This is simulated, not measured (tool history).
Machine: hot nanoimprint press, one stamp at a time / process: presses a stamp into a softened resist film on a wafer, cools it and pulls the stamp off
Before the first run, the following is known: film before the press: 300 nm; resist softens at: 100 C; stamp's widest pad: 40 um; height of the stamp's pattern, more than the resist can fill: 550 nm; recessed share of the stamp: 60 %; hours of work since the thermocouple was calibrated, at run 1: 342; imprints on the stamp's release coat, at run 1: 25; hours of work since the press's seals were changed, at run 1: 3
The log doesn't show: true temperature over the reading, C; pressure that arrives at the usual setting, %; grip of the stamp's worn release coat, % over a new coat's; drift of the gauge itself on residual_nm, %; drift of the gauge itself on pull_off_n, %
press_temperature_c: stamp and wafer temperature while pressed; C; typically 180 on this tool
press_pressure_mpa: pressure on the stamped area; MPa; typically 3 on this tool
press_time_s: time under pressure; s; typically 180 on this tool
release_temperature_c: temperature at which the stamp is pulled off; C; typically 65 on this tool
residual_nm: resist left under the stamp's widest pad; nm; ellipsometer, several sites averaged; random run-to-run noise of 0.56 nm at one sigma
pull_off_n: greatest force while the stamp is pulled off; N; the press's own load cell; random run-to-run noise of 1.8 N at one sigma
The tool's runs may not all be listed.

| run | hour | press_temperature_c | press_pressure_mpa | press_time_s | release_temperature_c | hours of work since the thermocouple was calibrated | imprints on the stamp's release coat | hours of work since the press's seals were changed | residual_nm | pull_off_n |
|---|---|---|---|---|---|---|---|---|---|---|
| 1 | 0 | 180 | 3 | 180 | 65 | 342 | 25 | 3 | 157.2 | 173 |
| 2 | 38.2 | 180 | 1.96 | 180 | 65 | 368 | 208 | 29 | 185 | 174 |
|  | 60.7 | plate thermocouple calibrated |
| 3 | 100 | 180 | 1.96 | 180 | 65 | 26 | 489 | 68 | 186.8 | 173 |
| 4 | 159.8 | 180 | 1.96 | 180 | 65 | 66 | 775 | 107 | 186.1 | 174 |
|  | 174.9 | stamp cleaned and given a new release coat |
| 5 | 203 | 180 | 3 | 180 | 65 | 90 | 134 | 132 | 157.4 | 174 |
| 6 | 261.8 | 180 | 3 | 180 | 66 | 129 | 416 | 171 | 156 | 174 |
| 7 | 306.3 | 188 | 2.93 | 106 | 51 | 159 | 629 | 201 | 138.7 | 204 |
| 8 | 343.4 | 180 | 3 | 135 | 65 | 184 | 807 | 225 | 171.9 | 175 |
|  | 352.2 | stamp cleaned and given a new release coat |
| 9 | 406.8 | 180 | 1.84 | 180 | 50 | 222 | 261 | 263 | 189.9 | 207 |
| 10 | 441.9 | 171 | 3 | 149 | 52 | 245 | 429 | 287 | 226.9 | 201 |
| 11 | 484.3 | 171 | 3 | 149 | 52 | 273 | 633 | 315 | 227.3 | 199 |

Alternative continuations, all from the tool just after run 11; predict every row:
|  | 529.3 | stamp cleaned and given a new release coat |
| A | 549.4 | 176 | 3 | 257 | 52 | 312 | 96 | 354 | ? | ? |
|  | 529.3 | stamp cleaned and given a new release coat |
| B | 549.4 | 179 | 2.46 | 142 | 52 | 312 | 96 | 354 | ? | ? |
|  | 529.3 | stamp cleaned and given a new release coat |
| C | 549.4 | 175 | 3.68 | 162 | 65 | 312 | 96 | 354 | ? | ? |
|  | 529.3 | stamp cleaned and given a new release coat |
| D | 549.4 | 171 | 3 | 93 | 52 | 312 | 96 | 354 | ? | ? |
|  | 529.3 | stamp cleaned and given a new release coat |
| E | 549.4 | 180 | 4.61 | 134 | 65 | 312 | 96 | 354 | ? | ? |

| run | residual_nm | pull_off_n |
|---|---|---|
| A | 163.8 | 201 |
| B | 188.5 | 203 |
| C | 181.9 | 173 |
| D | 246 | 200 |
| E | 144.3 | 177 |
What these runs would have given with no unlogged condition in the tool:
| run | residual_nm | pull_off_n |
|---|---|---|
| A | 165.4 | 201 |
| B | 190.3 | 203 |
| C | 183.7 | 173 |
| D | 248.3 | 200 |
| E | 145.7 | 177 |

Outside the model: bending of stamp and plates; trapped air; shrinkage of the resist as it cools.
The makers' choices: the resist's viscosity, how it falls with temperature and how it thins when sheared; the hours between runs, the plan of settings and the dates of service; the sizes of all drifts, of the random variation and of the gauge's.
